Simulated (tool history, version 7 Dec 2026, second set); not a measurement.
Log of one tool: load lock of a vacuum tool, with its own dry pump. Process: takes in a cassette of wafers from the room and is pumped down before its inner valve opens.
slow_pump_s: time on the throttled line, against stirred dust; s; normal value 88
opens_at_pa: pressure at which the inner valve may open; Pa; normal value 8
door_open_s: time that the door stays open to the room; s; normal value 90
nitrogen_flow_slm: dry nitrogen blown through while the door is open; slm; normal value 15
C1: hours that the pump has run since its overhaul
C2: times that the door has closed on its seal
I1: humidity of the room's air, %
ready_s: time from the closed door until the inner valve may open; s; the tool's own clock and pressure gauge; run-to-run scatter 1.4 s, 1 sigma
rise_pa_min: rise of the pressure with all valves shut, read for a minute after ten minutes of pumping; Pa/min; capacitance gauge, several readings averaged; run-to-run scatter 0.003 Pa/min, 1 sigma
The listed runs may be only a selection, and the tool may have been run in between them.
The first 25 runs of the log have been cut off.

run 26 hour=5969.8 | slow_pump_s=88 opens_at_pa=6 door_open_s=153 nitrogen_flow_slm=38 | C1=7092 C2=6555 | I1=41.7 | ready_s=248.5 rise_pa_min=0.051
run 27 hour=6275.4 | slow_pump_s=88 opens_at_pa=6 door_open_s=153 nitrogen_flow_slm=38 | C1=7397 C2=8059 | I1=45.8 | ready_s=245.7 rise_pa_min=0.069
run 28 hour=6577.8 | slow_pump_s=174 opens_at_pa=8 door_open_s=180 nitrogen_flow_slm=32 | C1=7700 C2=9548 | I1=45.8 | ready_s=303.2 rise_pa_min=0.078
run 29 hour=6903.9 | slow_pump_s=174 opens_at_pa=8 door_open_s=180 nitrogen_flow_slm=32 | C1=8026 C2=11152 | I1=45.5 | ready_s=306.7 rise_pa_min=0.095
run 30 hour=7060.6 | slow_pump_s=174 opens_at_pa=8 door_open_s=180 nitrogen_flow_slm=12 | C1=8182 C2=11923 | I1=47.4 | ready_s=305.8 rise_pa_min=0.108
run 31 hour=7369.2 | slow_pump_s=174 opens_at_pa=8 door_open_s=180 nitrogen_flow_slm=12 | C1=8491 C2=13442 | I1=48.0 | ready_s=306.1 rise_pa_min=0.122
run 32 hour=7650.1 | slow_pump_s=174 opens_at_pa=8 door_open_s=180 nitrogen_flow_slm=12 | C1=8772 C2=14825 | I1=43.2 | ready_s=308.8 rise_pa_min=0.124
run 33 hour=7968.8 | slow_pump_s=174 opens_at_pa=8 door_open_s=180 nitrogen_flow_slm=12 | C1=9091 C2=16393 | I1=45.0 | ready_s=308.8 rise_pa_min=0.146
run 34 hour=8197.9 | slow_pump_s=119 opens_at_pa=11 door_open_s=158 nitrogen_flow_slm=19 | C1=9320 C2=17521 | I1=44.2 | ready_s=262.9 rise_pa_min=0.148
run 35 hour=8448.8 | slow_pump_s=119 opens_at_pa=11 door_open_s=158 nitrogen_flow_slm=19 | C1=9571 C2=18755 | I1=41.6 | ready_s=265.1 rise_pa_min=0.163
run 36 hour=8613.6 | slow_pump_s=173 opens_at_pa=7 door_open_s=176 nitrogen_flow_slm=20 | C1=9736 C2=19567 | I1=43.9 | ready_s=308.4 rise_pa_min=0.174

3 options for the next run, each taken on its own from the tool as it stands now. Forecast them:
run A hour=8835.5 | slow_pump_s=52 opens_at_pa=14 door_open_s=176 nitrogen_flow_slm=20 | C1=9957 C2=20659 | I1=45.7 | ready_s=? rise_pa_min=?
run B hour=8835.5 | slow_pump_s=88 opens_at_pa=8 door_open_s=99 nitrogen_flow_slm=5 | C1=9957 C2=20659 | I1=46.1 | ready_s=? rise_pa_min=?
run C hour=8835.5 | slow_pump_s=173 opens_at_pa=8 door_open_s=212 nitrogen_flow_slm=19 | C1=9957 C2=20659 | I1=45.0 | ready_s=? rise_pa_min=?

run=A ready_s=209.7 rise_pa_min=0.185
run=B ready_s=249.0 rise_pa_min=0.185
run=C ready_s=309.3 rise_pa_min=0.192
What these runs would have given with no unlogged condition in the tool:
run=A ready_s=183.9 rise_pa_min=0.034
run=B ready_s=222.8 rise_pa_min=0.032
run=C ready_s=287.0 rise_pa_min=0.040

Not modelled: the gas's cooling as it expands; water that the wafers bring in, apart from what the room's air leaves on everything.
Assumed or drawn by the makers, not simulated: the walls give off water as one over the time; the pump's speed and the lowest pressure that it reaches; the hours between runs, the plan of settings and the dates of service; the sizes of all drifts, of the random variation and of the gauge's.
